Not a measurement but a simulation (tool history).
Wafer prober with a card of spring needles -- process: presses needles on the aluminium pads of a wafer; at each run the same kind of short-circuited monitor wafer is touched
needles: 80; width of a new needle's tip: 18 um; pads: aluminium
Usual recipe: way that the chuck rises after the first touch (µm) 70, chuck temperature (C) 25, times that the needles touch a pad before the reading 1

run,hour,way that the chuck rises after the first touch (µm),chuck temperature (C),times that the needles touch a pad before the reading,resistance of one needle with its contact and lead (mohm),way that a needle slides on the pad (µm)
1,0.0,70,25,1,176,19.05
# hour 7.2: tips cleaned on abrasive film
# hour 15.5: tips cleaned on abrasive film
# hour 23.2: tips cleaned on abrasive film
2,26.1,70,25,1,193,18.94
# hour 31.6: tips cleaned on abrasive film
# hour 40.2: tips cleaned on abrasive film
# hour 49.1: tips cleaned on abrasive film
3,51.1,70,25,1,184,18.91
# hour 53.1: tips cleaned on abrasive film, once more
# hour 61.3: tips cleaned on abrasive film
# hour 70.1: tips cleaned on abrasive film
4,76.8,70,25,1,214,18.79
# hour 78.8: tips cleaned on abrasive film
# hour 86.7: tips cleaned on abrasive film
5,89.4,70,25,1,196,18.73
# hour 95.8: tips cleaned on abrasive film
# hour 99.6: height of the first contact set anew
# hour 104.8: tips cleaned on abrasive film
# hour 113.7: tips cleaned on abrasive film
6,116.9,70,25,1,197,19.09
# hour 122.7: tips cleaned on abrasive film
# hour 131.0: tips cleaned on abrasive film
# hour 139.5: tips cleaned on abrasive film
7,142.6,70,25,1,193,19.04
# hour 147.3: tips cleaned on abrasive film
# hour 156.4: tips cleaned on abrasive film
# hour 165.4: tips cleaned on abrasive film
8,166.9,70,25,2,178,18.99
# hour 173.2: tips cleaned on abrasive film
9,179.0,70,30,1,212,18.91
# hour 181.0: tips cleaned on abrasive film
# hour 189.9: tips cleaned on abrasive film
# hour 198.6: tips cleaned on abrasive film
10,204.3,70,25,1,209,18.83
# hour 206.3: tips cleaned on abrasive film
# hour 215.2: tips cleaned on abrasive film
11,220.4,70,59,2,198,18.79
# hour 224.1: tips cleaned on abrasive film
# hour 233.6: tips cleaned on abrasive film
# hour 236.9: height of the first contact set anew
12,238.5,83,68,3,179,22.66
# hour 242.7: tips cleaned on abrasive film
# hour 251.1: tips cleaned on abrasive film
# hour 259.6: tips cleaned on abrasive film
13,263.1,83,68,3,177,22.62
# hour 268.0: tips cleaned on abrasive film
# hour 276.8: tips cleaned on abrasive film
# hour 284.6: tips cleaned on abrasive film
14,290.1,52,25,2,210,14.10
# hour 292.7: tips cleaned on abrasive film
# hour 301.4: tips cleaned on abrasive film
15,305.8,58,29,3,185,15.66
# hour 309.7: tips cleaned on abrasive film
# hour 318.3: tips cleaned on abrasive film
# hour 327.7: tips cleaned on abrasive film
16,330.9,62,25,1,204,16.69
# hour 336.0: tips cleaned on abrasive film
# hour 344.4: tips cleaned on abrasive film
17,346.2,70,99,1,202,18.83
# hour 353.6: tips cleaned on abrasive film
18,357.7,70,118,1,220,18.81
# hour 361.6: tips cleaned on abrasive film
# hour 369.8: tips cleaned on abrasive film
# hour 373.8: height of the first contact set anew
# hour 377.9: tips cleaned on abrasive film
19,380.9,65,117,2,202,17.71
# hour 386.1: tips cleaned on abrasive film
# hour 395.0: tips cleaned on abrasive film
20,395.1,65,25,2,170,17.70

Each row is a separate what-if for the run after 20, all from the same tool condition, not one after another. Results?
# hour 404.2: tips cleaned on abrasive film
# hour 413.5: tips cleaned on abrasive film
A,420.0,72,25,2,?,?
# hour 404.2: tips cleaned on abrasive film
# hour 413.5: tips cleaned on abrasive film
B,420.0,72,76,2,?,?
# hour 404.2: tips cleaned on abrasive film
# hour 413.5: tips cleaned on abrasive film
C,420.0,70,33,1,?,?
# hour 404.2: tips cleaned on abrasive film
# hour 413.5: tips cleaned on abrasive film
D,420.0,53,25,1,?,?

run,resistance of one needle with its contact and lead (mohm),way that a needle slides on the pad (µm)
A,194,19.54
B,205,19.57
C,217,19.06
D,254,14.36
With the hidden condition removed and each run's random variation left untouched, the same runs would have given:
run,resistance of one needle with its contact and lead (mohm),way that a needle slides on the pad (µm)
A,163,19.65
B,176,19.68
C,165,19.17
D,165,14.47

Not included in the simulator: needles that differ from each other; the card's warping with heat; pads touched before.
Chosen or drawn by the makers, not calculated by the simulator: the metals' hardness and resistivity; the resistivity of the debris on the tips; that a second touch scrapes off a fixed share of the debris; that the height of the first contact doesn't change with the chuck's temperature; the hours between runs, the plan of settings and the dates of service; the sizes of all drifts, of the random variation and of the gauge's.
